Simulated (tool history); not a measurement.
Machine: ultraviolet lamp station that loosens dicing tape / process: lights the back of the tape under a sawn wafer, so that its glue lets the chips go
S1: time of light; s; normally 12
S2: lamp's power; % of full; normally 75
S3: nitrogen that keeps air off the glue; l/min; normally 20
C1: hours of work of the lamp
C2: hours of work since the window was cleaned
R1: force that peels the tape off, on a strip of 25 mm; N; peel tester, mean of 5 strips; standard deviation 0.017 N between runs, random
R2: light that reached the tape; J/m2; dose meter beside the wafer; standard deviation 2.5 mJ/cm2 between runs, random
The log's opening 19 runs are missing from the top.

{"run": 20, "hour": 1331.8, "S1": 13, "S2": 81, "S3": 20, "C1": 807, "C2": 264, "R1": 1.151, "R2": 2600}
{"run": 21, "hour": 1422.3, "S1": 8, "S2": 100, "S3": 15, "C1": 869, "C2": 326, "R1": 2.243, "R2": 1930}
{"hour": 1447.9, "done": "window cleaned of glue's vapour"}
{"run": 22, "hour": 1473.1, "S1": 8, "S2": 100, "S3": 15, "C1": 903, "C2": 17, "R1": 2.014, "R2": 2080}
{"hour": 1567.5, "done": "lamp changed"}
{"run": 23, "hour": 1569.8, "S1": 8, "S2": 100, "S3": 15, "C1": 2, "C2": 83, "R1": 1.193, "R2": 2700}
{"run": 24, "hour": 1624.4, "S1": 8, "S2": 100, "S3": 15, "C1": 39, "C2": 120, "R1": 1.301, "R2": 2650}
{"run": 25, "hour": 1713.5, "S1": 7, "S2": 65, "S3": 7, "C1": 100, "C2": 181, "R1": 3.83, "R2": 1470}
{"run": 26, "hour": 1800.6, "S1": 11, "S2": 61, "S3": 24, "C1": 159, "C2": 240, "R1": 1.654, "R2": 2110}
{"run": 27, "hour": 1894.4, "S1": 11, "S2": 76, "S3": 38, "C1": 223, "C2": 304, "R1": 1.045, "R2": 2500}
{"run": 28, "hour": 1945.4, "S1": 11, "S2": 76, "S3": 38, "C1": 258, "C2": 339, "R1": 1.075, "R2": 2500}
{"hour": 1952.0, "done": "window cleaned of glue's vapour"}
{"run": 29, "hour": 2019.1, "S1": 11, "S2": 76, "S3": 38, "C1": 308, "C2": 46, "R1": 0.958, "R2": 2620}
{"run": 30, "hour": 2071.2, "S1": 12, "S2": 69, "S3": 7, "C1": 344, "C2": 81, "R1": 1.864, "R2": 2560}
{"run": 31, "hour": 2124.4, "S1": 12, "S2": 69, "S3": 27, "C1": 380, "C2": 118, "R1": 1.167, "R2": 2480}
{"run": 32, "hour": 2174.5, "S1": 16, "S2": 79, "S3": 8, "C1": 414, "C2": 152, "R1": 0.847, "R2": 3710}
{"run": 33, "hour": 2257.5, "S1": 19, "S2": 99, "S3": 11, "C1": 471, "C2": 209, "R1": 0.261, "R2": 5410}
{"run": 34, "hour": 2321.2, "S1": 19, "S2": 99, "S3": 11, "C1": 514, "C2": 252, "R1": 0.27, "R2": 5260}
{"run": 35, "hour": 2412.4, "S1": 6, "S2": 73, "S3": 26, "C1": 577, "C2": 314, "R1": 3.59, "R2": 1170}

5 options for the next run, each taken on its own from the tool as it stands now. Forecast them:
{"hour": 2451.2, "done": "window cleaned of glue's vapour"}
{"run": "A", "hour": 2479.9, "S1": 12, "S2": 75, "S3": 9, "C1": 622, "C2": 20, "R1": "?", "R2": "?"}
{"hour": 2451.2, "done": "window cleaned of glue's vapour"}
{"run": "B", "hour": 2479.9, "S1": 12, "S2": 75, "S3": 25, "C1": 622, "C2": 20, "R1": "?", "R2": "?"}
{"hour": 2451.2, "done": "window cleaned of glue's vapour"}
{"run": "C", "hour": 2479.9, "S1": 15, "S2": 75, "S3": 8, "C1": 622, "C2": 20, "R1": "?", "R2": "?"}
{"hour": 2451.2, "done": "window cleaned of glue's vapour"}
{"run": "D", "hour": 2479.9, "S1": 6, "S2": 73, "S3": 26, "C1": 622, "C2": 20, "R1": "?", "R2": "?"}
{"hour": 2451.2, "done": "window cleaned of glue's vapour"}
{"run": "E", "hour": 2479.9, "S1": 12, "S2": 79, "S3": 20, "C1": 622, "C2": 20, "R1": "?", "R2": "?"}

run=A R1=1.721 R2=2580
run=B R1=1.129 R2=2560
run=C R1=1.147 R2=3210
run=D R1=3.411 R2=1290
run=E R1=1.073 R2=2680
Take away the tool's hidden state, keep each run's random variation, and the runs would have read:
run=A R1=1.196 R2=3130
run=B R1=0.732 R2=3100
run=C R1=0.747 R2=3890
run=D R1=2.713 R2=1550
run=E R1=0.688 R2=3240
